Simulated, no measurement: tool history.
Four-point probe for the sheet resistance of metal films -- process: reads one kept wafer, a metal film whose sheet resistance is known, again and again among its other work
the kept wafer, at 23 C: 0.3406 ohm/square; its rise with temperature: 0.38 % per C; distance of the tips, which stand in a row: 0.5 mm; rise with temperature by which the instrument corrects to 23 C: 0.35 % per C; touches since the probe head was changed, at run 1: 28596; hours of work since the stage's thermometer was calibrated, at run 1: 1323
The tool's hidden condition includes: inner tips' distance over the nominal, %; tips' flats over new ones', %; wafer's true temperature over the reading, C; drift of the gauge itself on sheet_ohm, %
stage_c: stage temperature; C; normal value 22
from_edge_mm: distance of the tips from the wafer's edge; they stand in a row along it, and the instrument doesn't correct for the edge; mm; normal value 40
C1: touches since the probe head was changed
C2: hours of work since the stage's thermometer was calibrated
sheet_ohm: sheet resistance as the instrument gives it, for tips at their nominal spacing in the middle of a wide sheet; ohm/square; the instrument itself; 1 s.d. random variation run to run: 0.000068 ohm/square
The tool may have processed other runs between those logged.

run 1 day=0 | stage_c=22 from_edge_mm=40 | C1=28596 C2=1323 | sheet_ohm=0.339703
run 2 day=2.95 | stage_c=22 from_edge_mm=40 | C1=29846 C2=1370 | sheet_ohm=0.339656
run 3 day=8.304 | stage_c=22 from_edge_mm=40 | C1=32116 C2=1456 | sheet_ohm=0.339622
run 4 day=10.908 | stage_c=29 from_edge_mm=40 | C1=33222 C2=1498 | sheet_ohm=0.340419
run 5 day=15.521 | stage_c=29 from_edge_mm=40 | C1=35177 C2=1572 | sheet_ohm=0.340431
run 6 day=19.158 | stage_c=29 from_edge_mm=40 | C1=36719 C2=1630 | sheet_ohm=0.340365
run 7 day=22.508 | stage_c=29 from_edge_mm=40 | C1=38139 C2=1684 | sheet_ohm=0.340328
run 8 day=27.454 | stage_c=22 from_edge_mm=9 | C1=40237 C2=1764 | sheet_ohm=0.340056
run 9 day=30.204 | stage_c=22 from_edge_mm=9 | C1=41403 C2=1808 | sheet_ohm=0.340049
run 10 day=35.542 | stage_c=22 from_edge_mm=40 | C1=43667 C2=1894 | sheet_ohm=0.339462
run 11 day=38.338 | stage_c=22 from_edge_mm=40 | C1=44851 C2=1938 | sheet_ohm=0.339294
run 12 day=42.7 | stage_c=22 from_edge_mm=40 | C1=46701 C2=2008 | sheet_ohm=0.339534
run 13 day=48.079 | stage_c=22 from_edge_mm=40 | C1=48982 C2=2095 | sheet_ohm=0.339281
run 14 day=52.079 | stage_c=22 from_edge_mm=40 | C1=50679 C2=2159 | sheet_ohm=0.339342
run 15 day=55.492 | stage_c=21 from_edge_mm=24 | C1=52126 C2=2214 | sheet_ohm=0.339253
run 16 day=58.892 | stage_c=21 from_edge_mm=24 | C1=53567 C2=2268 | sheet_ohm=0.3393
run 17 day=62.571 | stage_c=21 from_edge_mm=24 | C1=55128 C2=2327 | sheet_ohm=0.339135
run 18 day=65.954 | stage_c=31 from_edge_mm=5 | C1=56562 C2=2382 | sheet_ohm=0.341886
run 19 day=70.717 | stage_c=31 from_edge_mm=5 | C1=58581 C2=2458 | sheet_ohm=0.341992
run 20 day=73.167 | stage_c=30 from_edge_mm=17 | C1=59621 C2=2498 | sheet_ohm=0.340194
run 21 day=78.179 | stage_c=29 from_edge_mm=53 | C1=61746 C2=2578 | sheet_ohm=0.339974
run 22 day=80.596 | stage_c=29 from_edge_mm=53 | C1=62770 C2=2617 | sheet_ohm=0.339855
run 23 day=83.183 | stage_c=29 from_edge_mm=53 | C1=63868 C2=2658 | sheet_ohm=0.339824
run 24 day=87.738 | stage_c=27 from_edge_mm=3 | C1=65799 C2=2732 | sheet_ohm=0.344606
run 25 day=92.167 | stage_c=27 from_edge_mm=3 | C1=67677 C2=2803 | sheet_ohm=0.344562
run 26 day=95.429 | stage_c=32 from_edge_mm=4 | C1=69061 C2=2855 | sheet_ohm=0.342766

Measured less the same run without the tool's hidden state. The same run-to-run variation is in both; the gauge's scatter may not be:
run=1 sheet_ohm=-0.000799
run=2 sheet_ohm=-0.000823
run=3 sheet_ohm=-0.000861
run=4 sheet_ohm=-0.000894
run=5 sheet_ohm=-0.000932
run=6 sheet_ohm=-0.000959
run=7 sheet_ohm=-0.000987
run=8 sheet_ohm=-0.001012
run=9 sheet_ohm=-0.001032
run=10 sheet_ohm=-0.001069
run=11 sheet_ohm=-0.00109
run=12 sheet_ohm=-0.001126
run=13 sheet_ohm=-0.001165
run=14 sheet_ohm=-0.001194
run=15 sheet_ohm=-0.001216
run=16 sheet_ohm=-0.001239
run=17 sheet_ohm=-0.001268
run=18 sheet_ohm=-0.001323
run=19 sheet_ohm=-0.001359
run=20 sheet_ohm=-0.00137
run=21 sheet_ohm=-0.00141
run=22 sheet_ohm=-0.001426
run=23 sheet_ohm=-0.001445
run=24 sheet_ohm=-0.001495
run=25 sheet_ohm=-0.001529
run=26 sheet_ohm=-0.001565
